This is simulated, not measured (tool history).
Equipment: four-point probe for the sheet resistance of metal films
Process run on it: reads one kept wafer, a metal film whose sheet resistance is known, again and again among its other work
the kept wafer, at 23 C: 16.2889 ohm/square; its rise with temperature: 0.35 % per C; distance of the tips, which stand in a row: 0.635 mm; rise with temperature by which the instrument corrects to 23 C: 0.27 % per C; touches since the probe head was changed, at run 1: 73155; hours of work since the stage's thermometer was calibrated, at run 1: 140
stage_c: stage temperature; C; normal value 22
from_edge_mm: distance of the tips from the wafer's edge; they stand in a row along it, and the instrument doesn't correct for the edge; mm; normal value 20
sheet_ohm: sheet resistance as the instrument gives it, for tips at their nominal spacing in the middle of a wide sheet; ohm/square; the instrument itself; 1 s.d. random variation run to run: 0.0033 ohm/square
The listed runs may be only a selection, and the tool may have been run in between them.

| run | hour | stage_c | from_edge_mm | touches since the probe head was changed | hours of work since the stage's thermometer was calibrated | sheet_ohm |
|---|---|---|---|---|---|---|
| 1 | 0.0 | 22 | 20 | 73155 | 140 | 16.144006 |
| 2 | 68.9 | 22 | 20 | 76526 | 179 | 16.132845 |
| 3 | 171.5 | 24 | 20 | 81545 | 237 | 16.154555 |
| 4 | 279.9 | 22 | 65 | 86853 | 298 | 16.105459 |
| 5 | 394.7 | 22 | 20 | 92468 | 362 | 16.114164 |
| 6 | 458.3 | 34 | 20 | 95582 | 398 | 16.249908 |
| 7 | 589.3 | 22 | 20 | 101995 | 472 | 16.098241 |
| 8 | 678.7 | 22 | 20 | 106370 | 523 | 16.088844 |
| 9 | 796.6 | 34 | 20 | 112139 | 589 | 16.216794 |
| 10 | 918.2 | 34 | 20 | 118089 | 658 | 16.216482 |
| 11 | 1034.3 | 25 | 54 | 123769 | 723 | 16.090401 |
| 12 | 1088.7 | 19 | 7 | 126432 | 754 | 16.090429 |
| 13 | 1152.9 | 29 | 37 | 129576 | 790 | 16.131394 |
| 14 | 1278.4 | 19 | 20 | 135716 | 861 | 16.000881 |
| 15 | 1370.1 | 19 | 20 | 140204 | 912 | 16.005328 |
| 16 | 1453.4 | 31 | 20 | 144282 | 959 | 16.138999 |
| 17 | 1555.7 | 30 | 7 | 149285 | 1017 | 16.178228 |
| 18 | 1643.8 | 22 | 3 | 153598 | 1067 | 16.385126 |
| 19 | 1708.9 | 22 | 3 | 156785 | 1103 | 16.378547 |
|  | 1719.9 | new probe head fitted |
| 20 | 1768.2 | 22 | 3 | 2365 | 1136 | 16.634630 |

Each row is a separate what-if for the run after 20, all from the same tool condition, not one after another. Results?
| A | 1863.1 | 22 | 26 | 7010 | 1190 | ? |
| B | 1863.1 | 19 | 41 | 7010 | 1190 | ? |
| C | 1863.1 | 29 | 3 | 7010 | 1190 | ? |
| D | 1863.1 | 25 | 3 | 7010 | 1190 | ? |
| E | 1863.1 | 27 | 62 | 7010 | 1190 | ? |

| run | sheet_ohm |
|---|---|
| A | 16.246047 |
| B | 16.206634 |
| C | 16.720654 |
| D | 16.661371 |
| E | 16.306069 |
With no hidden state in the tool, these same runs would have given:
| run | sheet_ohm |
|---|---|
| A | 16.279034 |
| B | 16.239607 |
| C | 16.754401 |
| D | 16.695085 |
| E | 16.339071 |

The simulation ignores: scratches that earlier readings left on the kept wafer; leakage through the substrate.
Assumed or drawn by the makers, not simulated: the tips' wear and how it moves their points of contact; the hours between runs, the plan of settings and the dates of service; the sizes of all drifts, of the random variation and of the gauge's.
